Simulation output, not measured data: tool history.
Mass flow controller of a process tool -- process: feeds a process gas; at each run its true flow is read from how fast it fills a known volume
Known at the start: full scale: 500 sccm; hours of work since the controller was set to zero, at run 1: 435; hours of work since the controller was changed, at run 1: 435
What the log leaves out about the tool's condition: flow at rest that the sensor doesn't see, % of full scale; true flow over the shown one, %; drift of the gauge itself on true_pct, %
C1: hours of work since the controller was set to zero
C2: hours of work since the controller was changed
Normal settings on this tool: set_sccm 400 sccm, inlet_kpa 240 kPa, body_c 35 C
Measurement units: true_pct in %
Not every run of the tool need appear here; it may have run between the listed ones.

run 1 hour=0 | set_sccm=400 inlet_kpa=240 body_c=35 | C1=435 C2=435 | true_pct=100.52
run 2 hour=58 | set_sccm=400 inlet_kpa=240 body_c=35 | C1=457 C2=457 | true_pct=100.43
run 3 hour=139.8 | set_sccm=400 inlet_kpa=240 body_c=35 | C1=488 C2=488 | true_pct=100.33
run 4 hour=190.5 | set_sccm=400 inlet_kpa=240 body_c=35 | C1=507 C2=507 | true_pct=100.49
run 5 hour=251.8 | set_sccm=400 inlet_kpa=240 body_c=35 | C1=530 C2=530 | true_pct=100.34
run 6 hour=293.5 | set_sccm=400 inlet_kpa=164 body_c=35 | C1=546 C2=546 | true_pct=101.03
run 7 hour=363.1 | set_sccm=400 inlet_kpa=164 body_c=35 | C1=572 C2=572 | true_pct=100.97
run 8 hour=397.5 | set_sccm=400 inlet_kpa=164 body_c=35 | C1=585 C2=585 | true_pct=101.18
run 9 hour=450.6 | set_sccm=400 inlet_kpa=145 body_c=35 | C1=605 C2=605 | true_pct=101.17
run 10 hour=527.6 | set_sccm=98 inlet_kpa=240 body_c=35 | C1=634 C2=634 | true_pct=100.67
run 11 hour=588.7 | set_sccm=98 inlet_kpa=240 body_c=35 | C1=657 C2=657 | true_pct=100.46
run 12 hour=658.6 | set_sccm=98 inlet_kpa=240 body_c=35 | C1=683 C2=683 | true_pct=100.84
run 13 hour=709.6 | set_sccm=98 inlet_kpa=240 body_c=35 | C1=703 C2=703 | true_pct=100.62
run 14 hour=751.5 | set_sccm=400 inlet_kpa=240 body_c=27 | C1=719 C2=719 | true_pct=100.31
run 15 hour=789 | set_sccm=400 inlet_kpa=240 body_c=27 | C1=733 C2=733 | true_pct=100.08
run 16 hour=847.2 | set_sccm=400 inlet_kpa=240 body_c=27 | C1=755 C2=755 | true_pct=100.2
run 17 hour=890.5 | set_sccm=400 inlet_kpa=240 body_c=35 | C1=771 C2=771 | true_pct=100.65
run 18 hour=933.9 | set_sccm=400 inlet_kpa=240 body_c=35 | C1=787 C2=787 | true_pct=100.48
run 19 hour=971.5 | set_sccm=400 inlet_kpa=231 body_c=35 | C1=801 C2=801 | true_pct=100.67
run 20 hour=1005.8 | set_sccm=400 inlet_kpa=231 body_c=35 | C1=814 C2=814 | true_pct=100.61
run 21 hour=1075 | set_sccm=400 inlet_kpa=156 body_c=22 | C1=841 C2=841 | true_pct=100.61
run 22 hour=1122.6 | set_sccm=357 inlet_kpa=160 body_c=30 | C1=858 C2=858 | true_pct=101.04
run 23 hour=1200 | set_sccm=412 inlet_kpa=240 body_c=35 | C1=888 C2=888 | true_pct=100.57
run 24 hour=1280.3 | set_sccm=72 inlet_kpa=156 body_c=32 | C1=918 C2=918 | true_pct=101.3
run 25 hour=1318 | set_sccm=176 inlet_kpa=240 body_c=35 | C1=932 C2=932 | true_pct=100.49
run 26 hour=1362.9 | set_sccm=400 inlet_kpa=240 body_c=20 | C1=949 C2=949 | true_pct=99.93
run 27 hour=1398.7 | set_sccm=198 inlet_kpa=198 body_c=21 | C1=963 C2=963 | true_pct=100.26
run 28 hour=1475.2 | set_sccm=337 inlet_kpa=240 body_c=35 | C1=992 C2=992 | true_pct=100.66
run 29 hour=1545.3 | set_sccm=337 inlet_kpa=240 body_c=39 | C1=1018 C2=1018 | true_pct=100.71
run 30 hour=1611.9 | set_sccm=337 inlet_kpa=240 body_c=39 | C1=1043 C2=1043 | true_pct=100.85
run 31 hour=1667.1 | set_sccm=144 inlet_kpa=273 body_c=39 | C1=1064 C2=1064 | true_pct=100.63
run 32 hour=1720.3 | set_sccm=111 inlet_kpa=250 body_c=22 | C1=1084 C2=1084 | true_pct=100.23
run 33 hour=1774.7 | set_sccm=341 inlet_kpa=185 body_c=31 | C1=1104 C2=1104 | true_pct=100.91
run 34 hour=1840.9 | set_sccm=341 inlet_kpa=242 body_c=31 | C1=1129 C2=1129 | true_pct=100.49
run 35 hour=1919.5 | set_sccm=455 inlet_kpa=235 body_c=23 | C1=1159 C2=1159 | true_pct=100.32
run 36 hour=1969.7 | set_sccm=149 inlet_kpa=245 body_c=21 | C1=1178 C2=1178 | true_pct=100.14
run 37 hour=2023.2 | set_sccm=400 inlet_kpa=176 body_c=37 | C1=1198 C2=1198 | true_pct=101.23
run 38 hour=2056.9 | set_sccm=398 inlet_kpa=171 body_c=28 | C1=1211 C2=1211 | true_pct=100.83
run 39 hour=2136.7 | set_sccm=400 inlet_kpa=240 body_c=30 | C1=1241 C2=1241 | true_pct=100.55
run 40 hour=2174 | set_sccm=121 inlet_kpa=240 body_c=35 | C1=1255 C2=1255 | true_pct=100.86

Consider 5 possible next runs. They are alternatives, not a sequence: every one starts from the tool as it was left by run 40. What does each give?
run A hour=2224.4 | set_sccm=101 inlet_kpa=171 body_c=38 | C1=1274 C2=1274 | true_pct=?
run B hour=2224.4 | set_sccm=265 inlet_kpa=240 body_c=35 | C1=1274 C2=1274 | true_pct=?
run C hour=2224.4 | set_sccm=117 inlet_kpa=240 body_c=25 | C1=1274 C2=1274 | true_pct=?
run D hour=2224.4 | set_sccm=298 inlet_kpa=214 body_c=25 | C1=1274 C2=1274 | true_pct=?
run E hour=2224.4 | set_sccm=440 inlet_kpa=179 body_c=32 | C1=1274 C2=1274 | true_pct=?

run=A true_pct=101.62
run=B true_pct=100.78
run=C true_pct=100.43
run=D true_pct=100.45
run=E true_pct=100.97
Without the tool's hidden state the same runs would have given:
run=A true_pct=100.4
run=B true_pct=99.98
run=C true_pct=99.3
run=D true_pct=99.68
run=E true_pct=100.27
